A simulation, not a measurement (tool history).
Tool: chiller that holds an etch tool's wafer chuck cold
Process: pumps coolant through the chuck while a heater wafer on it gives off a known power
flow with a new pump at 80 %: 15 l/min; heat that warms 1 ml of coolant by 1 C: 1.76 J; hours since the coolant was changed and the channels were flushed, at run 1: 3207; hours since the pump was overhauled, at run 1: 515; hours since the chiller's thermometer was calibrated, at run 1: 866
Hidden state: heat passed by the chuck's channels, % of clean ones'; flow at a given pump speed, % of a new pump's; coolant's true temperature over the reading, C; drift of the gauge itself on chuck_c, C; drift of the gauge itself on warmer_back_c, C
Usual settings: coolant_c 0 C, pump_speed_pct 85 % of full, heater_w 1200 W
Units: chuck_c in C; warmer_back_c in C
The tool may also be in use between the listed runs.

run,hour,coolant_c,pump_speed_pct,heater_w,hours since the coolant was changed and the channels were flushed,hours since the pump was overhauled,hours since the chiller's thermometer was calibrated,chuck_c,warmer_back_c
1,0.0,0,85,1200,3207,515,866,13.0,2.54
2,37.9,0,85,749,3245,552,904,8.1,1.63
3,72.9,3,85,749,3280,587,939,11.0,1.62
4,106.6,0,85,1200,3314,621,972,12.8,2.55
5,127.6,0,85,1200,3335,642,993,12.8,2.49
6,162.5,4,85,1200,3370,677,1028,16.9,2.52
7,204.1,0,81,1200,3411,719,1070,13.2,2.64
8,237.6,0,81,1200,3445,752,1103,13.4,2.58
9,267.2,-3,81,1200,3475,782,1133,10.4,2.61
10,296.6,-3,81,1200,3504,811,1162,10.3,2.67
11,315.9,0,85,1200,3523,830,1182,12.7,2.50
12,343.8,0,85,1674,3551,858,1210,18.1,3.52
13,373.8,0,85,837,3581,888,1240,9.1,1.68
14,415.4,0,85,1200,3623,930,1281,13.0,2.46
15,458.4,0,85,1200,3666,973,1324,12.7,2.43
16,493.8,0,85,1200,3701,1008,1360,13.0,2.45
17,523.9,6,99,998,3731,1039,1390,15.9,1.70
18,556.6,6,99,998,3764,1071,1422,16.0,1.71
19,582.1,0,87,844,3789,1097,1448,9.0,1.56
20,619.9,0,73,1200,3827,1134,1486,14.1,2.79
21,649.0,-1,81,1410,3856,1164,1515,14.6,2.91
22,673.2,-1,81,1410,3881,1188,1539,14.6,2.93
23,699.1,-1,82,669,3906,1214,1565,6.4,1.27
24,739.5,-1,82,669,3947,1254,1605,6.4,1.33
25,759.0,0,72,1524,3966,1274,1625,17.9,3.66
26,791.2,0,65,1200,3999,1306,1657,14.8,3.06
27,813.0,-2,75,1231,4020,1328,1679,12.3,2.72
28,831.0,-2,62,1033,4038,1346,1697,11.0,2.73
29,863.1,2,94,1782,4070,1378,1729,20.1,3.24
30,881.5,-8,100,1200,4089,1396,1747,3.9,1.99
31,907.8,4,69,1200,4115,1422,1774,18.3,2.86
32,928.2,-5,69,1611,4136,1443,1794,14.4,3.88

Forecast each of these 4 alternatives for the next run:
A,954.1,-5,67,1464,4161,1469,1820,?,?
B,954.1,0,94,1542,4161,1469,1820,?,?
C,954.1,5,61,1036,4161,1469,1820,?,?
D,954.1,4,95,1540,4161,1469,1820,?,?

run,chuck_c,warmer_back_c
A,12.9,3.67
B,15.7,2.74
C,18.5,2.78
D,19.6,2.72
Without the tool's hidden state the same runs would have given:
run,chuck_c,warmer_back_c
A,12.9,3.94
B,15.7,3.01
C,18.5,3.05
D,19.6,2.99
